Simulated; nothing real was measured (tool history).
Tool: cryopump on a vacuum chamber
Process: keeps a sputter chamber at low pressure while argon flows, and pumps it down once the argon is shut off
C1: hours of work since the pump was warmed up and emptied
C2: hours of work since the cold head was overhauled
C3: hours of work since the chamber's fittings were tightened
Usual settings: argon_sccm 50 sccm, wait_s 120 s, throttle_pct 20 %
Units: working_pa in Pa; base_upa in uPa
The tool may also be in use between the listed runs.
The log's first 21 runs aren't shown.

Run 22, hour 772.8: usual settings but argon_sccm 71 sccm, wait_s 44 s, throttle_pct 27 %; C1 118; C2 1838; C3 331. Result: working_pa 0.4007 Pa, base_upa 3.12 uPa.
Run 23, hour 798.4: usual settings but argon_sccm 92 sccm, wait_s 107 s, throttle_pct 24 %; C1 139; C2 1860; C3 352. Result: working_pa 0.5813 Pa, base_upa 1.67 uPa.
Run 24, hour 830.5: usual settings but argon_sccm 86 sccm, wait_s 107 s, throttle_pct 34 %; C1 165; C2 1886; C3 379. Result: working_pa 0.3899 Pa, base_upa 1.64 uPa.
Run 25, hour 859.7: usual settings but argon_sccm 86 sccm, wait_s 107 s, throttle_pct 34 %; C1 190; C2 1910; C3 403. Result: working_pa 0.3904 Pa, base_upa 1.64 uPa.
Run 26, hour 904.6: usual settings but argon_sccm 57 sccm, throttle_pct 37 %; C1 227; C2 1947; C3 440. Result: working_pa 0.2408 Pa, base_upa 1.62 uPa.
Run 27, hour 954.5: usual settings but wait_s 154 s, throttle_pct 53 %; C1 268; C2 1989; C3 481. Result: working_pa 0.1522 Pa, base_upa 1.37 uPa.
Run 28, hour 976.7: usual settings but argon_sccm 63 sccm; C1 286; C2 2007; C3 500. Result: working_pa 0.4843 Pa, base_upa 1.60 uPa.
Run 29, hour 1024.2: usual settings but argon_sccm 75 sccm, wait_s 81 s, throttle_pct 53 %; C1 326; C2 2046; C3 539. Result: working_pa 0.2343 Pa, base_upa 2.10 uPa.
Run 30, hour 1049.2: usual settings but argon_sccm 49 sccm, wait_s 109 s; C1 346; C2 2067; C3 560. Result: working_pa 0.3777 Pa, base_upa 1.83 uPa.
Run 31, hour 1100.7: usual settings but argon_sccm 49 sccm, wait_s 109 s; C1 389; C2 2110; C3 602. Result: working_pa 0.3791 Pa, base_upa 1.90 uPa.
Run 32, hour 1143.6: usual settings but argon_sccm 22 sccm, wait_s 57 s; C1 425; C2 2145; C3 638. Result: working_pa 0.1715 Pa, base_upa 2.88 uPa.
Run 33, hour 1173.9: usual settings but argon_sccm 60 sccm, wait_s 230 s, throttle_pct 17 %; C1 450; C2 2170; C3 663. Result: working_pa 0.5473 Pa, base_upa 1.32 uPa.

Consider 3 possible next runs. They are alternatives, not a sequence: every one starts from the tool as it was left by run 33. What does each give?
Run A, hour 1200.8: usual settings but argon_sccm 64 sccm, wait_s 180 s, throttle_pct 15 %; C1 472; C2 2193; C3 685. Result: working_pa ?, base_upa ?.
Run B, hour 1200.8: usual settings but argon_sccm 29 sccm, wait_s 36 s, throttle_pct 27 %; C1 472; C2 2193; C3 685. Result: working_pa ?, base_upa ?.
Run C, hour 1200.8: usual settings but argon_sccm 69 sccm, wait_s 21 s, throttle_pct 54 %; C1 472; C2 2193; C3 685. Result: working_pa ?, base_upa ?.

run  working_pa  base_upa
  A      0.6561      1.57
  B      0.1721      4.00
  C      0.2201      6.42
Stripped of hidden state, with their random variation kept, the same runs would have yielded:
run  working_pa  base_upa
  A      0.6274      0.89
  B      0.1590      3.35
  C      0.1889      5.75
